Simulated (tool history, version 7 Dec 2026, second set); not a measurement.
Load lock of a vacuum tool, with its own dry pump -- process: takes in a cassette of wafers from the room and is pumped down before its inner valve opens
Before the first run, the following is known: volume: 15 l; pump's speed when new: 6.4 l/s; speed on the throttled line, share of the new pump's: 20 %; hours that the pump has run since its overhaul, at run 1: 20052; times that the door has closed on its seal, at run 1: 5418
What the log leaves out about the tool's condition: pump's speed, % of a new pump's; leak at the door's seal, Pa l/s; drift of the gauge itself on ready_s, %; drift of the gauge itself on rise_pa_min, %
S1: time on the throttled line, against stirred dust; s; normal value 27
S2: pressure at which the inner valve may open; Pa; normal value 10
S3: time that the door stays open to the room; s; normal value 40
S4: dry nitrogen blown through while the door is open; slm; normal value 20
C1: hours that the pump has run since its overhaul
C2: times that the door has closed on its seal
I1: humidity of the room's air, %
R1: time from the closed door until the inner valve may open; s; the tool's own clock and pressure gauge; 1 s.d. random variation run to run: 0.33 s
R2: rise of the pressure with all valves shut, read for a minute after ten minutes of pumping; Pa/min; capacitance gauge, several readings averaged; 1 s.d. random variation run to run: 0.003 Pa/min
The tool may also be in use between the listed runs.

{"run": 1, "hour": 0.0, "S1": 27, "S2": 10, "S3": 40, "S4": 20, "C1": 20052, "C2": 5418, "I1": 48.5, "R1": 47.3, "R2": 0.067}
{"run": 2, "hour": 191.9, "S1": 27, "S2": 8, "S3": 40, "S4": 20, "C1": 20244, "C2": 5682, "I1": 47.2, "R1": 48, "R2": 0.062}
{"run": 3, "hour": 393.4, "S1": 27, "S2": 8, "S3": 40, "S4": 20, "C1": 20445, "C2": 5960, "I1": 43.9, "R1": 48.5, "R2": 0.063}
{"run": 4, "hour": 694.4, "S1": 27, "S2": 10, "S3": 40, "S4": 18, "C1": 20746, "C2": 6374, "I1": 45.2, "R1": 47.9, "R2": 0.073}
{"run": 5, "hour": 980.6, "S1": 27, "S2": 10, "S3": 207, "S4": 20, "C1": 21033, "C2": 6769, "I1": 47.5, "R1": 48.1, "R2": 0.106}
{"run": 6, "hour": 1298.2, "S1": 27, "S2": 13, "S3": 33, "S4": 4, "C1": 21350, "C2": 7206, "I1": 47.8, "R1": 46.3, "R2": 0.084}
{"hour": 1488.9, "done": "dry pump taken out, an overhauled one fitted"}
{"run": 7, "hour": 1569.5, "S1": 21, "S2": 9, "S3": 31, "S4": 8, "C1": 81, "C2": 7572, "I1": 42.2, "R1": 39.2, "R2": 0.08}
{"run": 8, "hour": 1747.0, "S1": 19, "S2": 8, "S3": 202, "S4": 21, "C1": 258, "C2": 7817, "I1": 46.9, "R1": 37.8, "R2": 0.108}
{"run": 9, "hour": 2029.5, "S1": 19, "S2": 8, "S3": 202, "S4": 21, "C1": 541, "C2": 8206, "I1": 42.7, "R1": 37.7, "R2": 0.1}
{"run": 10, "hour": 2199.6, "S1": 52, "S2": 10, "S3": 27, "S4": 39, "C1": 711, "C2": 8440, "I1": 42.5, "R1": 62.9, "R2": 0.066}

Some steps in R1 between neighbouring runs. How much of each would the tool show without its hidden state too (settings, what came in, random variation), and how much is left for the hidden state, with any gauge scatter that isn't in both results?
Run 6 -> 7: S1 27 -> 21, S2 13 -> 9, S3 33 -> 31, S4 4 -> 8, dry pump taken out, an overhauled one fitted. R1 -7.1 s: hidden state -4.1, all else -3.
Run 9 -> 10: S1 19 -> 52, S2 8 -> 10, S3 202 -> 27, S4 21 -> 39. R1 +25.2 s: hidden state -0.2, all else +25.4.
